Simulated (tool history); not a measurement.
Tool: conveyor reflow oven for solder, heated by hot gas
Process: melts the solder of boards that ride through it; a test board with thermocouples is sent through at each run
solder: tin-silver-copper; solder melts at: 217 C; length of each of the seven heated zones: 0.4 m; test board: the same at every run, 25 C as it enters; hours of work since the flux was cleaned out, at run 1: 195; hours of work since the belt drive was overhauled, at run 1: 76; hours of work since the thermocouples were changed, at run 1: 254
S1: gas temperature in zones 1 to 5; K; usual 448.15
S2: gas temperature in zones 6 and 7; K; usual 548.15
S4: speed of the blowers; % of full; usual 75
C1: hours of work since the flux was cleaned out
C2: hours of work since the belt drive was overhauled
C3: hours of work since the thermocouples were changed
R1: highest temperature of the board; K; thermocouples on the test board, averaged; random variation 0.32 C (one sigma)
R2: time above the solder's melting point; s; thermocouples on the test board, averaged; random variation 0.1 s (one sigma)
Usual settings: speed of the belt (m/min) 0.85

run 1 hour=0 | S1=448.15 S2=548.15 speed_of_the_belt_(m/min)=0.85 S4=75 | C1=195 C2=76 C3=254 | R1=532.75 R2=46.6
run 2 hour=43.8 | S1=448.15 S2=548.15 speed_of_the_belt_(m/min)=0.85 S4=75 | C1=224 C2=105 C3=283 | R1=533.45 R2=46.4
run 3 hour=105.4 | S1=448.15 S2=548.15 speed_of_the_belt_(m/min)=0.85 S4=75 | C1=265 C2=146 C3=324 | R1=532.55 R2=46.3
run 4 hour=169.6 | S1=448.15 S2=548.15 speed_of_the_belt_(m/min)=0.85 S4=75 | C1=307 C2=189 C3=366 | R1=532.85 R2=46.1
run 5 hour=216.7 | S1=448.15 S2=538.15 speed_of_the_belt_(m/min)=0.85 S4=75 | C1=338 C2=220 C3=398 | R1=523.75 R2=41.8
-- hour=252.5 flux residue cleaned out of gas plates and filters
run 6 hour=253.3 | S1=457.15 S2=548.15 speed_of_the_belt_(m/min)=0.85 S4=75 | C1=1 C2=241 C3=418 | R1=537.05 R2=50.5
run 7 hour=286.9 | S1=457.15 S2=548.15 speed_of_the_belt_(m/min)=0.85 S4=75 | C1=23 C2=263 C3=441 | R1=536.85 R2=50.6
run 8 hour=347.8 | S1=457.15 S2=548.15 speed_of_the_belt_(m/min)=0.85 S4=75 | C1=63 C2=303 C3=481 | R1=536.15 R2=50.3
run 9 hour=398.5 | S1=457.15 S2=548.15 speed_of_the_belt_(m/min)=0.85 S4=75 | C1=97 C2=337 C3=515 | R1=536.35 R2=50.5
run 10 hour=453.7 | S1=448.15 S2=548.15 speed_of_the_belt_(m/min)=0.85 S4=59 | C1=133 C2=374 C3=551 | R1=532.55 R2=46.1
run 11 hour=484.9 | S1=448.15 S2=548.15 speed_of_the_belt_(m/min)=0.85 S4=59 | C1=154 C2=394 C3=572 | R1=532.65 R2=46.1
run 12 hour=514 | S1=459.15 S2=555.15 speed_of_the_belt_(m/min)=0.817 S4=56 | C1=173 C2=414 C3=591 | R1=540.85 R2=54.5
run 13 hour=543.1 | S1=460.15 S2=541.15 speed_of_the_belt_(m/min)=0.85 S4=75 | C1=193 C2=433 C3=610 | R1=530.55 R2=48.9
run 14 hour=602.8 | S1=437.15 S2=561.15 speed_of_the_belt_(m/min)=0.99 S4=75 | C1=232 C2=472 C3=650 | R1=537.45 R2=38.8
run 15 hour=652.2 | S1=437.15 S2=544.15 speed_of_the_belt_(m/min)=0.99 S4=75 | C1=265 C2=505 C3=683 | R1=522.45 R2=32.4
run 16 hour=705.8 | S1=448.15 S2=548.15 speed_of_the_belt_(m/min)=0.684 S4=85 | C1=300 C2=541 C3=718 | R1=541.25 R2=62.3
run 17 hour=738.9 | S1=451.15 S2=548.15 speed_of_the_belt_(m/min)=0.816 S4=75 | C1=322 C2=563 C3=740 | R1=535.15 R2=50.5
run 18 hour=789.5 | S1=451.15 S2=549.15 speed_of_the_belt_(m/min)=0.881 S4=75 | C1=356 C2=596 C3=774 | R1=533.55 R2=45.6
-- hour=798.8 flux residue cleaned out of gas plates and filters
run 19 hour=857.1 | S1=451.15 S2=549.15 speed_of_the_belt_(m/min)=0.881 S4=75 | C1=39 C2=638 C3=815 | R1=536.25 R2=47

5 ways to go on from here, each from the tool as it stands after run 19. What would each give?
run A hour=885.3 | S1=453.15 S2=549.15 speed_of_the_belt_(m/min)=0.881 S4=75 | C1=57 C2=656 C3=834 | R1=? R2=?
run B hour=885.3 | S1=448.15 S2=541.15 speed_of_the_belt_(m/min)=0.85 S4=75 | C1=57 C2=656 C3=834 | R1=? R2=?
run C hour=885.3 | S1=454.15 S2=546.15 speed_of_the_belt_(m/min)=0.85 S4=75 | C1=57 C2=656 C3=834 | R1=? R2=?
run D hour=885.3 | S1=444.15 S2=549.15 speed_of_the_belt_(m/min)=0.881 S4=75 | C1=57 C2=656 C3=834 | R1=? R2=?
run E hour=885.3 | S1=451.15 S2=553.15 speed_of_the_belt_(m/min)=0.702 S4=75 | C1=57 C2=656 C3=834 | R1=? R2=?

run=A R1=536.65 R2=47.7
run=B R1=529.55 R2=45.4
run=C R1=534.95 R2=49.2
run=D R1=534.95 R2=45
run=E R1=545.85 R2=63.7
Without the tool's hidden state the same runs would have given:
run=A R1=535.55 R2=46.8
run=B R1=528.35 R2=44.6
run=C R1=533.75 R2=48.3
run=D R1=533.85 R2=44.2
run=E R1=544.55 R2=62.6
